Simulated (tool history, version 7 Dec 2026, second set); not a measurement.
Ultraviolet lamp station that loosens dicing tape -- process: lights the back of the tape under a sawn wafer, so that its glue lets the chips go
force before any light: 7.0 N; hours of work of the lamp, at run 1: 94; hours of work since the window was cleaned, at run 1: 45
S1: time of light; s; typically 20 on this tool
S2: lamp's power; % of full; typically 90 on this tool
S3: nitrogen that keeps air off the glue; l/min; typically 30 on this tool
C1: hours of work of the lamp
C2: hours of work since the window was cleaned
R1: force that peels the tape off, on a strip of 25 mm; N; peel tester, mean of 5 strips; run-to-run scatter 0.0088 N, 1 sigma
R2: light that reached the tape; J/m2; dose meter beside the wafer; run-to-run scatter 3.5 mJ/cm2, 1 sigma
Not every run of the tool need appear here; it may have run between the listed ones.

run	hour	S1	S2	S3	C1	C2	R1	R2
1	0.0	20	90	30	94	45	0.402	5410
2	25.0	20	90	30	111	62	0.426	5390
3	46.2	24	90	30	125	76	0.307	6360
4	65.1	24	90	30	138	89	0.327	6370
5	77.1	20	90	30	146	97	0.434	5320
6	92.0	20	90	30	156	107	0.440	5260
7	115.0	20	90	30	172	123	0.464	5160
8	139.2	20	90	30	188	139	0.451	5120
9	165.8	20	90	30	206	157	0.470	5020
10	191.1	20	90	30	223	174	0.482	5010
11	213.5	20	90	30	238	189	0.482	4930
12	238.0	20	90	30	255	206	0.506	4940
13	252.2	20	90	30	264	215	0.487	4830
14	273.2	20	90	30	278	229	0.529	4800
15	298.8	20	90	30	296	247	0.517	4800
16	320.5	20	90	30	310	261	0.522	4680
17	338.1	20	90	30	322	273	0.550	4650
18	362.6	20	90	30	339	290	0.558	4570
19	377.9	20	90	30	349	300	0.556	4620
20	397.0	12	90	30	362	313	1.351	2680
21	414.9	20	90	30	374	325	0.577	4480
22	426.6	20	81	30	382	333	0.696	3980
# hour 449.3: window cleaned of glue's vapour
23	449.8	16	99	10	397	0	1.517	3800
24	467.0	16	99	10	409	12	1.530	3740
25	489.4	20	64	21	424	27	1.448	2990
26	501.5	34	62	30	432	35	0.489	4900
# hour 511.9: window cleaned of glue's vapour, once more
27	514.3	40	67	12	440	2	0.489	6800
28	525.0	40	83	12	447	9	0.348	8390
29	549.2	40	83	12	464	25	0.373	8270
30	573.3	40	83	12	480	41	0.361	8140
31	596.1	22	89	35	495	57	0.478	4800
32	622.6	20	91	24	513	75	0.718	4380
33	647.2	20	91	24	530	91	0.723	4290
34	659.4	26	93	33	538	99	0.351	5680
35	681.4	10	84	30	553	114	2.175	1920
36	705.4	26	90	12	569	130	0.764	5390
37	716.8	26	84	12	577	138	0.843	5000
38	731.0	14	90	41	586	148	1.103	2810
39	753.1	16	90	30	601	162	1.060	3240
40	766.4	37	100	30	610	171	0.238	8180
41	779.2	20	64	48	619	180	1.043	2790
42	800.6	20	77	33	633	194	0.918	3360
43	823.2	16	82	18	648	210	1.675	2860

Results for each run, recomputed without the tool's hidden state and with each run's random variation untouched:
Hidden state at play: lamp's light, % of a new lamp's; light that the window lets through, % of a clean one's; drift of the gauge itself on peel_n, %; drift of the gauge itself on dose_mj_cm2, %.
run	R1	R2
1	0.357	5810
2	0.373	5850
3	0.272	6970
4	0.288	7040
5	0.364	5900
6	0.364	5880
7	0.378	5830
8	0.361	5840
9	0.366	5800
10	0.370	5870
11	0.361	5830
12	0.370	5910
13	0.350	5830
14	0.377	5850
15	0.356	5920
16	0.352	5830
17	0.369	5850
18	0.363	5820
19	0.359	5920
20	0.886	3480
21	0.358	5860
22	0.418	5250
23	0.927	5170
24	0.921	5140
25	0.846	4150
26	0.286	6860
27	0.322	8730
28	0.255	10840
29	0.272	10810
30	0.257	10770
31	0.300	6420
32	0.415	5950
33	0.406	5900
34	0.235	7860
35	1.395	2700
36	0.410	7650
37	0.438	7130
38	0.576	4070
39	0.538	4710
40	0.209	12030
41	0.513	4140
42	0.434	5040
43	0.870	4320

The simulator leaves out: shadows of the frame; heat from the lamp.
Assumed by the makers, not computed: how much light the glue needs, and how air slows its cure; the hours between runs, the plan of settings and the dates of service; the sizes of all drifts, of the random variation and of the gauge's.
